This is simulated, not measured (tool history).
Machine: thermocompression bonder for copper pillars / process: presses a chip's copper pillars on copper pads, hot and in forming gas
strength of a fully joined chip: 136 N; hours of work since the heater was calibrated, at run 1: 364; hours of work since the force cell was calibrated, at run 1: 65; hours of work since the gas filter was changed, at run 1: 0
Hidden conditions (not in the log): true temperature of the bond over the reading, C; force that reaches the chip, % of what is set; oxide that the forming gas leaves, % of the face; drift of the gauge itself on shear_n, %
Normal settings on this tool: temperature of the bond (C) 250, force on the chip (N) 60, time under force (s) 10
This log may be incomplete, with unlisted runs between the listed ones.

| run | day | temperature of the bond (C) | force on the chip (N) | time under force (s) | hours of work since the heater was calibrated | hours of work since the force cell was calibrated | hours of work since the gas filter was changed | force that shears a chip off (N) |
|---|---|---|---|---|---|---|---|---|
| 1 | 0 | 250 | 60 | 10 | 364 | 65 | 0 | 82.5 |
| 2 | 0.333 | 250 | 60 | 9 | 370 | 71 | 6 | 79.9 |
| 3 | 0.558 | 250 | 60 | 7 | 374 | 75 | 10 | 71.9 |
| 4 | 0.967 | 250 | 60 | 10 | 381 | 82 | 17 | 80.4 |
| 5 | 1.333 | 250 | 60 | 10 | 388 | 89 | 23 | 79.1 |
| 6 | 1.792 | 250 | 60 | 10 | 396 | 97 | 31 | 80.2 |
| 7 | 2.196 | 250 | 60 | 10 | 403 | 104 | 39 | 79.5 |
| 8 | 2.442 | 250 | 60 | 10 | 407 | 108 | 43 | 80.4 |
| 9 | 2.75 | 250 | 60 | 10 | 412 | 114 | 48 | 78.8 |
| 10 | 3.217 | 250 | 60 | 10 | 421 | 122 | 57 | 78.3 |
| 11 | 3.471 | 250 | 60 | 10 | 425 | 126 | 61 | 78.4 |
| 12 | 3.679 | 250 | 60 | 10 | 429 | 130 | 65 | 77.4 |
| 13 | 3.992 | 250 | 60 | 6 | 434 | 135 | 70 | 66.3 |
| 14 | 4.383 | 250 | 60 | 6 | 441 | 142 | 77 | 66.1 |
| 15 | 4.85 | 250 | 60 | 6 | 449 | 151 | 85 | 65.4 |
| 16 | 5.071 | 250 | 60 | 6 | 453 | 154 | 89 | 64.6 |
| 17 | 5.275 | 250 | 60 | 10 | 457 | 158 | 93 | 76.9 |
| 18 | 5.738 | 250 | 60 | 10 | 465 | 166 | 101 | 77.4 |
| 19 | 5.967 | 250 | 60 | 10 | 469 | 170 | 105 | 76 |
| 20 | 6.212 | 250 | 60 | 10 | 473 | 174 | 109 | 77 |
| 21 | 6.667 | 250 | 60 | 15 | 481 | 183 | 117 | 86.9 |
| 22 | 6.95 | 242 | 43 | 6 | 486 | 187 | 122 | 44 |
| 23 | 7.396 | 226 | 69 | 22 | 494 | 195 | 130 | 74.4 |
| 24 | 7.679 | 226 | 69 | 22 | 499 | 200 | 135 | 75.1 |
| 25 | 7.912 | 250 | 37 | 7 | 503 | 204 | 139 | 47.2 |
| 26 | 8.35 | 250 | 37 | 7 | 511 | 212 | 147 | 47.2 |
|  | 8.462 | heater calibrated with a thermocouple chip |
| 27 | 8.758 | 250 | 60 | 10 | 5 | 218 | 152 | 75.6 |
| 28 | 9.142 | 250 | 60 | 10 | 12 | 225 | 159 | 73.9 |
| 29 | 9.462 | 263 | 46 | 20 | 18 | 230 | 165 | 91.6 |
| 30 | 9.8 | 263 | 46 | 24 | 23 | 236 | 171 | 95.5 |
|  | 10.2 | heater calibrated with a thermocouple chip, once more |
| 31 | 10.292 | 228 | 60 | 10 | 2 | 243 | 178 | 53.8 |
|  | 10.408 | forming gas filter changed |
| 32 | 10.646 | 250 | 71 | 10 | 7 | 249 | 4 | 91 |
| 33 | 10.962 | 274 | 60 | 18 | 13 | 255 | 10 | 122 |
| 34 | 11.367 | 265 | 60 | 18 | 20 | 262 | 17 | 112.6 |
| 35 | 11.6 | 265 | 60 | 18 | 24 | 266 | 21 | 112.4 |
| 36 | 11.996 | 221 | 53 | 19 | 31 | 273 | 28 | 60 |
| 37 | 12.342 | 274 | 44 | 19 | 37 | 279 | 34 | 108.6 |

Consider 4 possible next runs. They are alternatives, not a sequence: every one starts from the tool as it was left by run 37. What does each give?
| A | 12.796 | 248 | 39 | 10 | 45 | 287 | 42 | ? |
| B | 12.796 | 250 | 77 | 14 | 45 | 287 | 42 | ? |
| C | 12.796 | 278 | 55 | 20 | 45 | 287 | 42 | ? |
| D | 12.796 | 260 | 60 | 9 | 45 | 287 | 42 | ? |

| run | force that shears a chip off (N) |
|---|---|
| A | 60.7 |
| B | 101.6 |
| C | 119.4 |
| D | 93.1 |
The same runs, with their run-to-run variation unchanged, on a tool lacking any hidden condition would have given:
| run | force that shears a chip off (N) |
|---|---|
| A | 60.3 |
| B | 102 |
| C | 120.8 |
| D | 93.2 |
